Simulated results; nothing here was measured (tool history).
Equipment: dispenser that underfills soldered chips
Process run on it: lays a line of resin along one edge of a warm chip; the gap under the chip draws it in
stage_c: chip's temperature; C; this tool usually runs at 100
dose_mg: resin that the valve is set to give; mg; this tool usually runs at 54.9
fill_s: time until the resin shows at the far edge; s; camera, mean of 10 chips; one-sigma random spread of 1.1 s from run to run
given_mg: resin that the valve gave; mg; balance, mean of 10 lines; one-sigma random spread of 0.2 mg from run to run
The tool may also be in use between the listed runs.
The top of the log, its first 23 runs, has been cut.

| run | hour | stage_c | dose_mg | fill_s | given_mg |
|---|---|---|---|---|---|
| 24 | 136.4 | 101 | 64.6 | 141.2 | 64.21 |
| 25 | 140.5 | 101 | 69.3 | 172.8 | 68.96 |
|  | 142.2 | new syringe of resin |
| 26 | 145.4 | 113 | 56.0 | 89.3 | 55.55 |
| 27 | 153.0 | 109 | 64.4 | 141.8 | 63.41 |
|  | 154.6 | new syringe of resin |
| 28 | 157.6 | 89 | 70.8 | 166.0 | 69.83 |
| 29 | 161.3 | 107 | 54.9 | 123.8 | 53.96 |
| 30 | 165.4 | 107 | 54.9 | 150.4 | 54.32 |
|  | 167.0 | new syringe of resin |
| 31 | 172.8 | 110 | 56.4 | 111.9 | 55.46 |

Predict the results of run 32:
|  | 179.3 | new syringe of resin |
| 32 | 180.5 | 106 | 55.6 | ? | ? |

{"run 32": {"fill_s": 98.5, "given_mg": 54.57}}
Minus the tool's unlogged condition, the same run would have read fill_s 95.7 s, given_mg 55.50 mg.
